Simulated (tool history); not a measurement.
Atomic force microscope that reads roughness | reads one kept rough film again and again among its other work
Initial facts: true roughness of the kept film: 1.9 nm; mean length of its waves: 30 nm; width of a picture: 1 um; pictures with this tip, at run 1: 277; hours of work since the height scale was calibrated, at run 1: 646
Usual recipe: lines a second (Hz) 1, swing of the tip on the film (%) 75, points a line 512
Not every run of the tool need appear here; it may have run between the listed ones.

run     day  lines a second (Hz)  swing of the tip on the film (%)  points a line  pictures with this tip  hours of work since the height scale was calibrated  roughness of the kept film (nm (root mean square))
  1       0                    1                                75            512                     277                                                  646                                               1.497
      0.862  -- new tip fitted
  2   3.746                    1                                75            377                      97                                                  706                                               1.645
  3   7.358                    1                                75            377                     219                                                  764                                                1.57
  4   9.146                    1                                75            377                     278                                                  793                                                1.52
      9.912  -- new tip fitted
  5  11.792                    1                                75            377                      63                                                  836                                                1.69
  6  15.262                    1                                83            377                     179                                                  892                                               1.582
  7  17.096                    1                                83            377                     241                                                  922                                               1.563
      18.95  -- new tip fitted
  8  19.229                    1                                83            911                      10                                                  956                                               1.691
  9  21.233                 0.94                                61            748                      77                                                  988                                               1.712
     21.608  -- height scale calibrated on a step standard
 10  24.583                 0.62                                87            605                     188                                                   48                                               1.591
 11  27.158                 0.62                                87            605                     275                                                   90                                               1.541
     28.104  -- new tip fitted
 12  30.671                 1.97                                87            576                      86                                                  146                                               1.548
 13  32.462                 1.97                                87            576                     146                                                  175                                               1.513
     34.858  -- height scale calibrated on a step standard, once more
 14   36.05                 1.97                                87            576                     265                                                   19                                               1.441

Branching from run 14: 3 alternative next runs. What would each branch give?
     37.188  -- new tip fitted
  A  39.471                 0.69                                87            861                      77                                                   74                                                   ?
     37.188  -- new tip fitted
  B  39.471                 2.35                                87            576                      77                                                   74                                                   ?
     37.188  -- new tip fitted
  C  39.471                 0.65                                87            576                      77                                                   74                                                   ?

run  roughness of the kept film (nm (root mean square))
  A                                               1.656
  B                                               1.497
  C                                               1.658
Without the tool's hidden state the same runs would have given:
run  roughness of the kept film (nm (root mean square))
  A                                               1.725
  B                                               1.559
  C                                               1.727
